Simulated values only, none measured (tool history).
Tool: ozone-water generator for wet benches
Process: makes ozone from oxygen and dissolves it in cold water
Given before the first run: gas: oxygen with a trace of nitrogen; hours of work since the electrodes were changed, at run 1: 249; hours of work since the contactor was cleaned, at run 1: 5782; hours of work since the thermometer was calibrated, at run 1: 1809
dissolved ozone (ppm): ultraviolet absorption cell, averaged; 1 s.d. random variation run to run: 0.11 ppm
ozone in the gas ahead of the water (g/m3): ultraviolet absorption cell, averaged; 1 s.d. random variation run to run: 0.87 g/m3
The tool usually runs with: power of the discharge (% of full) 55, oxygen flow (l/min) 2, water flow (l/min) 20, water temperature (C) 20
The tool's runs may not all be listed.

| run | hour | power of the discharge (% of full) | oxygen flow (l/min) | water flow (l/min) | water temperature (C) | hours of work since the electrodes were changed | hours of work since the contactor was cleaned | hours of work since the thermometer was calibrated | dissolved ozone (ppm) | ozone in the gas ahead of the water (g/m3) |
|---|---|---|---|---|---|---|---|---|---|---|
| 1 | 0 | 55 | 2 | 20 | 20 | 249 | 5782 | 1809 | 6.6 | 142 |
| 2 | 66.7 | 55 | 2 | 20 | 20 | 309 | 5843 | 1870 | 6.7 | 141.6 |
| 3 | 126.9 | 81 | 2 | 20 | 20 | 363 | 5897 | 1924 | 9.4 | 200.9 |
| 4 | 177.1 | 55 | 2 | 20 | 15 | 409 | 5942 | 1969 | 7 | 143.3 |
| 5 | 226.1 | 41 | 2 | 20 | 20 | 453 | 5987 | 2014 | 5.1 | 109.9 |
| 6 | 265.6 | 55 | 2 | 20 | 20 | 489 | 6022 | 2049 | 6.7 | 142.2 |
| 7 | 339.6 | 55 | 2 | 20 | 20 | 555 | 6089 | 2116 | 6.8 | 142.7 |
| 8 | 371.1 | 55 | 2 | 20 | 14 | 584 | 6118 | 2145 | 7.2 | 143.5 |
| 9 | 442.4 | 55 | 2 | 22 | 19 | 648 | 6182 | 2209 | 5.9 | 144.5 |
| 10 | 498.6 | 76 | 1.4 | 20 | 17 | 699 | 6233 | 2260 | 8 | 220.1 |
| 11 | 570.9 | 55 | 1.34 | 13 | 20 | 764 | 6298 | 2325 | 9.6 | 168.8 |

What if the next run were any one of these 3? Each begins from the tool's condition after run 11:
| A | 635.3 | 42 | 2 | 16 | 23 | 823 | 6356 | 2383 | ? | ? |
| B | 635.3 | 46 | 2 | 20 | 20 | 823 | 6356 | 2383 | ? | ? |
| C | 635.3 | 44 | 1.18 | 18 | 20 | 823 | 6356 | 2383 | ? | ? |

| run | dissolved ozone (ppm) | ozone in the gas ahead of the water (g/m3) |
|---|---|---|
| A | 6.6 | 111.9 |
| B | 5.6 | 122.4 |
| C | 5.1 | 147 |
What these runs would have given with no unlogged condition in the tool:
| run | dissolved ozone (ppm) | ozone in the gas ahead of the water (g/m3) |
|---|---|---|
| A | 6.6 | 111.9 |
| B | 5.6 | 122.4 |
| C | 5.1 | 147 |
